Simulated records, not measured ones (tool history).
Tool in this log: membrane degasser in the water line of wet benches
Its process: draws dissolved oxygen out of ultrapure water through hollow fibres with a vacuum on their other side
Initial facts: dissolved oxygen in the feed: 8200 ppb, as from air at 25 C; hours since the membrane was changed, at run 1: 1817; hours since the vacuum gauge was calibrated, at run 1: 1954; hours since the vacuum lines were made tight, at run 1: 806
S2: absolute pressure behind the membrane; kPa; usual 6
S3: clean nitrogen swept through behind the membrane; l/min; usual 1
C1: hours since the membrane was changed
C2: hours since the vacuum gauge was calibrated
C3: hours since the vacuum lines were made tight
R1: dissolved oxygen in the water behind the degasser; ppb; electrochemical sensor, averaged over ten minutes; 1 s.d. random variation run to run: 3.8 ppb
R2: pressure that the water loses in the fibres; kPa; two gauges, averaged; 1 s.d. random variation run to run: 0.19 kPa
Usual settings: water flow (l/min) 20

{"run": 1, "hour": 0.0, "water flow (l/min)": 20, "S2": 6, "S3": 1, "C1": 1817, "C2": 1954, "C3": 806, "R1": 374.5, "R2": 38.51}
{"run": 2, "hour": 51.1, "water flow (l/min)": 20, "S2": 6, "S3": 1, "C1": 1868, "C2": 2005, "C3": 857, "R1": 375.8, "R2": 38.49}
{"run": 3, "hour": 106.7, "water flow (l/min)": 20, "S2": 6, "S3": 1, "C1": 1924, "C2": 2061, "C3": 913, "R1": 373.9, "R2": 38.66}
{"run": 4, "hour": 139.7, "water flow (l/min)": 20, "S2": 6, "S3": 1, "C1": 1957, "C2": 2094, "C3": 946, "R1": 380.5, "R2": 38.77}
{"run": 5, "hour": 185.3, "water flow (l/min)": 20, "S2": 6, "S3": 1, "C1": 2002, "C2": 2139, "C3": 991, "R1": 375.4, "R2": 38.87}
{"run": 6, "hour": 214.2, "water flow (l/min)": 20, "S2": 6, "S3": 1, "C1": 2031, "C2": 2168, "C3": 1020, "R1": 378.3, "R2": 38.55}
{"run": 7, "hour": 239.4, "water flow (l/min)": 17, "S2": 6, "S3": 1, "C1": 2056, "C2": 2193, "C3": 1046, "R1": 278.9, "R2": 33.17}
{"run": 8, "hour": 291.0, "water flow (l/min)": 17, "S2": 6, "S3": 1, "C1": 2108, "C2": 2245, "C3": 1097, "R1": 278, "R2": 33.56}
{"run": 9, "hour": 317.6, "water flow (l/min)": 17, "S2": 11.86, "S3": 1, "C1": 2134, "C2": 2272, "C3": 1124, "R1": 481.8, "R2": 33.11}
{"run": 10, "hour": 373.2, "water flow (l/min)": 17, "S2": 11.86, "S3": 1, "C1": 2190, "C2": 2327, "C3": 1179, "R1": 480.4, "R2": 33.14}
{"run": 11, "hour": 411.9, "water flow (l/min)": 17, "S2": 11.86, "S3": 1, "C1": 2229, "C2": 2366, "C3": 1218, "R1": 477.6, "R2": 33.56}
{"run": 12, "hour": 455.2, "water flow (l/min)": 17, "S2": 11.86, "S3": 1, "C1": 2272, "C2": 2409, "C3": 1261, "R1": 477.7, "R2": 33.31}
{"run": 13, "hour": 510.2, "water flow (l/min)": 17, "S2": 11.86, "S3": 1, "C1": 2327, "C2": 2464, "C3": 1316, "R1": 475.4, "R2": 33.68}
{"run": 14, "hour": 564.0, "water flow (l/min)": 14, "S2": 4.66, "S3": 1, "C1": 2381, "C2": 2518, "C3": 1370, "R1": 143.6, "R2": 27.83}

Run 15 comes next. What will it give?
{"hour": 596.8, "done": "gauge calibrated"}
{"run": 15, "hour": 618.2, "water flow (l/min)": 32, "S2": 4.66, "S3": 0.64, "C1": 2435, "C2": 2572, "C3": 1424, "R1": "?", "R2": "?"}

R1: 799.3 ppb
R2: 61.73 kPa
With the hidden condition absent and the run-to-run variation left alone, this run would have shown R1 798.6 ppb, R2 61.65 kPa.
